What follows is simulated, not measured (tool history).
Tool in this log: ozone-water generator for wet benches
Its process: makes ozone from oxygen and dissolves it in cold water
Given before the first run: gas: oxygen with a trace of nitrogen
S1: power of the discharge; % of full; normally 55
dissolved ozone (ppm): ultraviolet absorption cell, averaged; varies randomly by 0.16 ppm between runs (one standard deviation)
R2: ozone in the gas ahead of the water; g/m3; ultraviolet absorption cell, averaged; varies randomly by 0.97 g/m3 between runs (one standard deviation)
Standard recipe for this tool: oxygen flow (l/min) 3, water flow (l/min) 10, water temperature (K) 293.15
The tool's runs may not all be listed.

run 1 day=0 | S1=55 oxygen_flow_(l/min)=3 water_flow_(l/min)=10 water_temperature_(K)=293.15 | dissolved_ozone_(ppm)=18.6 R2=144.2
run 2 day=7.262 | S1=55 oxygen_flow_(l/min)=3 water_flow_(l/min)=10 water_temperature_(K)=293.15 | dissolved_ozone_(ppm)=18.4 R2=143.7
-- day=8.871 water thermometer calibrated
run 3 day=11.158 | S1=55 oxygen_flow_(l/min)=3.45 water_flow_(l/min)=10 water_temperature_(K)=293.15 | dissolved_ozone_(ppm)=17.6 R2=129.6
run 4 day=16.304 | S1=55 oxygen_flow_(l/min)=3.45 water_flow_(l/min)=10 water_temperature_(K)=293.15 | dissolved_ozone_(ppm)=17.6 R2=129.1
run 5 day=23.271 | S1=55 oxygen_flow_(l/min)=2.56 water_flow_(l/min)=10 water_temperature_(K)=293.15 | dissolved_ozone_(ppm)=18.8 R2=160
run 6 day=26.888 | S1=55 oxygen_flow_(l/min)=2.56 water_flow_(l/min)=10 water_temperature_(K)=293.15 | dissolved_ozone_(ppm)=18.4 R2=157.6
run 7 day=35.017 | S1=40 oxygen_flow_(l/min)=3 water_flow_(l/min)=10 water_temperature_(K)=293.15 | dissolved_ozone_(ppm)=14.7 R2=114.5
run 8 day=39.396 | S1=40 oxygen_flow_(l/min)=3 water_flow_(l/min)=10 water_temperature_(K)=293.15 | dissolved_ozone_(ppm)=14.7 R2=113.9
run 9 day=44.829 | S1=55 oxygen_flow_(l/min)=3 water_flow_(l/min)=10 water_temperature_(K)=293.15 | dissolved_ozone_(ppm)=17.8 R2=141
run 10 day=53.45 | S1=55 oxygen_flow_(l/min)=3 water_flow_(l/min)=10 water_temperature_(K)=293.15 | dissolved_ozone_(ppm)=17.8 R2=139.6
run 11 day=59.246 | S1=55 oxygen_flow_(l/min)=3 water_flow_(l/min)=10 water_temperature_(K)=293.15 | dissolved_ozone_(ppm)=17.4 R2=140.8
run 12 day=66.858 | S1=55 oxygen_flow_(l/min)=3 water_flow_(l/min)=10 water_temperature_(K)=293.15 | dissolved_ozone_(ppm)=17.5 R2=139.5
run 13 day=70.683 | S1=55 oxygen_flow_(l/min)=3 water_flow_(l/min)=10 water_temperature_(K)=301.15 | dissolved_ozone_(ppm)=15.3 R2=139.5
run 14 day=74.554 | S1=55 oxygen_flow_(l/min)=3 water_flow_(l/min)=10 water_temperature_(K)=301.15 | dissolved_ozone_(ppm)=15.2 R2=139.2
run 15 day=79.112 | S1=55 oxygen_flow_(l/min)=3 water_flow_(l/min)=10 water_temperature_(K)=293.15 | dissolved_ozone_(ppm)=17.7 R2=138.2
run 16 day=83.746 | S1=55 oxygen_flow_(l/min)=2.98 water_flow_(l/min)=10 water_temperature_(K)=293.15 | dissolved_ozone_(ppm)=17.3 R2=138.4
run 17 day=88.375 | S1=92 oxygen_flow_(l/min)=4.11 water_flow_(l/min)=10 water_temperature_(K)=299.15 | dissolved_ozone_(ppm)=20 R2=152.4
run 18 day=92.95 | S1=92 oxygen_flow_(l/min)=4.11 water_flow_(l/min)=10 water_temperature_(K)=299.15 | dissolved_ozone_(ppm)=19.7 R2=152.4
run 19 day=101.433 | S1=67 oxygen_flow_(l/min)=3 water_flow_(l/min)=10 water_temperature_(K)=293.15 | dissolved_ozone_(ppm)=19.4 R2=153.6
-- day=105.4 electrodes of the discharge changed
run 20 day=105.4 | S1=55 oxygen_flow_(l/min)=3 water_flow_(l/min)=9 water_temperature_(K)=293.15 | dissolved_ozone_(ppm)=22.5 R2=167.3
run 21 day=110.754 | S1=55 oxygen_flow_(l/min)=3 water_flow_(l/min)=9 water_temperature_(K)=293.15 | dissolved_ozone_(ppm)=22 R2=164.6
run 22 day=116.192 | S1=55 oxygen_flow_(l/min)=3 water_flow_(l/min)=9 water_temperature_(K)=293.15 | dissolved_ozone_(ppm)=21.7 R2=166.8
run 23 day=119.808 | S1=55 oxygen_flow_(l/min)=3 water_flow_(l/min)=6 water_temperature_(K)=289.15 | dissolved_ozone_(ppm)=29.5 R2=165
run 24 day=123.429 | S1=53 oxygen_flow_(l/min)=1.88 water_flow_(l/min)=12 water_temperature_(K)=290.15 | dissolved_ozone_(ppm)=19.4 R2=221.3
run 25 day=131.629 | S1=53 oxygen_flow_(l/min)=1.88 water_flow_(l/min)=12 water_temperature_(K)=290.15 | dissolved_ozone_(ppm)=18.9 R2=219.7
-- day=132.625 water thermometer calibrated
run 26 day=140.171 | S1=53 oxygen_flow_(l/min)=1.88 water_flow_(l/min)=12 water_temperature_(K)=290.15 | dissolved_ozone_(ppm)=18.9 R2=219.2
run 27 day=145.162 | S1=57 oxygen_flow_(l/min)=1.51 water_flow_(l/min)=14 water_temperature_(K)=295.15 | dissolved_ozone_(ppm)=16.8 R2=268.8

What will run 28 give?
-- day=148.3 contactor cleaned
run 28 day=151.279 | S1=57 oxygen_flow_(l/min)=3.02 water_flow_(l/min)=7 water_temperature_(K)=295.15 | dissolved_ozone_(ppm)=? R2=?

dissolved ozone (ppm): 25.3
R2: 166.6 g/m3
With the hidden condition absent and the run-to-run variation left alone, this run would have shown dissolved ozone (ppm) 25.8, R2 169.6 g/m3.
